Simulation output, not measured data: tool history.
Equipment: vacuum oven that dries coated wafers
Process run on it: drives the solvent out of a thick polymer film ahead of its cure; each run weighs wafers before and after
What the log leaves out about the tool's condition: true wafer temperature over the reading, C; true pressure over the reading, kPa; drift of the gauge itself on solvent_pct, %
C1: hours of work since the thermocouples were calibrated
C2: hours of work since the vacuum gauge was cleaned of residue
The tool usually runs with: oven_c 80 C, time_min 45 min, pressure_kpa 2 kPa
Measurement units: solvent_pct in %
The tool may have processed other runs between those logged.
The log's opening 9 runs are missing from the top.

Run 10, hour 79.3: usual settings; C1 471; C2 165. Result: solvent_pct 1.9 %.
Run 11, hour 91.4: usual settings but pressure_kpa 1.81 kPa; C1 477; C2 171. Result: solvent_pct 1.75 %.
Run 12, hour 102.2: usual settings but pressure_kpa 1.81 kPa; C1 482; C2 176. Result: solvent_pct 1.82 %.
Run 13, hour 109.6: usual settings but oven_c 90 C; C1 486; C2 180. Result: solvent_pct 1.19 %.
Run 14, hour 121.2: usual settings but oven_c 90 C; C1 491; C2 185. Result: solvent_pct 1.19 %.
Run 15, hour 126.3: usual settings but oven_c 91 C; C1 494; C2 188. Result: solvent_pct 1.1 %.
Run 16, hour 132.8: usual settings but oven_c 91 C; C1 497; C2 191. Result: solvent_pct 1.04 %.
Run 17, hour 139.9: usual settings but oven_c 91 C; C1 500; C2 194. Result: solvent_pct 1.01 %.
Run 18, hour 151.4: usual settings but oven_c 91 C; C1 506; C2 200. Result: solvent_pct 1.07 %.
Run 19, hour 163.6: usual settings but oven_c 91 C; C1 512; C2 205. Result: solvent_pct 1.14 %.
Run 20, hour 170.8: usual settings but oven_c 91 C, time_min 59 min; C1 515; C2 209. Result: solvent_pct 1.09 %.
Run 21, hour 180.9: usual settings but oven_c 91 C; C1 520; C2 214. Result: solvent_pct 1.11 %.
Run 22, hour 192.9: usual settings; C1 526; C2 220. Result: solvent_pct 1.85 %.
Run 23, hour 201.9: usual settings but oven_c 74 C; C1 530; C2 224. Result: solvent_pct 3.28 %.
Run 24, hour 211.8: usual settings but oven_c 74 C; C1 535; C2 229. Result: solvent_pct 3.34 %.
Run 25, hour 219.8: usual settings but oven_c 74 C; C1 539; C2 233. Result: solvent_pct 3.29 %.
Run 26, hour 231.8: usual settings but oven_c 74 C; C1 545; C2 238. Result: solvent_pct 3.34 %.
Run 27, hour 236.9: usual settings but oven_c 74 C, pressure_kpa 6.78 kPa; C1 547; C2 241. Result: solvent_pct 7.96 %.
Run 28, hour 248.8: usual settings but oven_c 74 C, pressure_kpa 6.78 kPa; C1 553; C2 246. Result: solvent_pct 7.84 %.
Run 29, hour 259.2: usual settings but pressure_kpa 2.56 kPa; C1 558; C2 252. Result: solvent_pct 2.52 %.
Run 30, hour 267.7: usual settings but time_min 33 min; C1 562; C2 256. Result: solvent_pct 2.48 %.
Run 31, hour 274.5: usual settings but oven_c 68 C, time_min 33 min, pressure_kpa 6.84 kPa; C1 565; C2 259. Result: solvent_pct 10.6 %.
Run 32, hour 280: usual settings but oven_c 68 C, time_min 33 min, pressure_kpa 6.84 kPa; C1 568; C2 261. Result: solvent_pct 10.6 %.
Run 33, hour 288.3: usual settings but oven_c 68 C, pressure_kpa 1.32 kPa; C1 572; C2 266. Result: solvent_pct 4.5 %.
Run 34, hour 300.6: usual settings but oven_c 68 C, pressure_kpa 1.32 kPa; C1 578; C2 271. Result: solvent_pct 4.49 %.

The next listed run, before its measurement:
Run 35, hour 308.7: usual settings but oven_c 91 C, time_min 28 min, pressure_kpa 3.58 kPa; C1 582; C2 275. Result: solvent_pct ?.

solvent_pct: 2.03 %
On a tool with no hidden condition, and with the same random variation, this run would have come out at solvent_pct 1.96 %.
